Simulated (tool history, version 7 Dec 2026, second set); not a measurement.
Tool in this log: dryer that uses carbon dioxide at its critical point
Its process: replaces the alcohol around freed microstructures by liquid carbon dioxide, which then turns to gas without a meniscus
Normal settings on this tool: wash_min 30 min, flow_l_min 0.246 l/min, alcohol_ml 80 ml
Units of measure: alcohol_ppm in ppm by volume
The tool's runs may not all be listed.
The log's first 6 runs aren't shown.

run,hour,wash_min,flow_l_min,alcohol_ml,hours of work since the filter was changed,hours of work since the purifier's bed was changed,alcohol_ppm
7,115.3,30,0.246,80,21,211,163
8,129.1,30,0.246,80,28,218,156
9,142.9,30,0.246,80,35,225,166
10,159.6,30,0.246,80,43,234,178
11,172.9,30,0.246,80,50,240,174
12,191.2,30,0.246,80,60,250,188
13,202.3,30,0.246,80,65,255,193
14,218.5,41,0.246,80,73,264,104
15,239.3,41,0.246,80,84,274,111
16,262,41,0.246,80,96,286,116
17,285.2,30,0.157,80,108,298,1525
18,303.8,30,0.157,65,117,307,1315
19,320.1,18,0.395,40,125,316,179
20,336.1,30,0.222,43,134,324,253
21,355.4,30,0.222,43,143,334,273
22,367.5,30,0.179,80,150,340,1029
23,391.5,30,0.223,26,162,352,234
24,411.1,19,0.193,45,172,362,2314
25,430.4,30,0.183,42,182,372,649

Run 26 comes next. What will it give?
26,453.2,30,0.183,42,193,384,?

alcohol_ppm: 662 ppm by volume
If the tool had no hidden condition, the same run with the same run-to-run variation would have returned alcohol_ppm 256 ppm by volume.
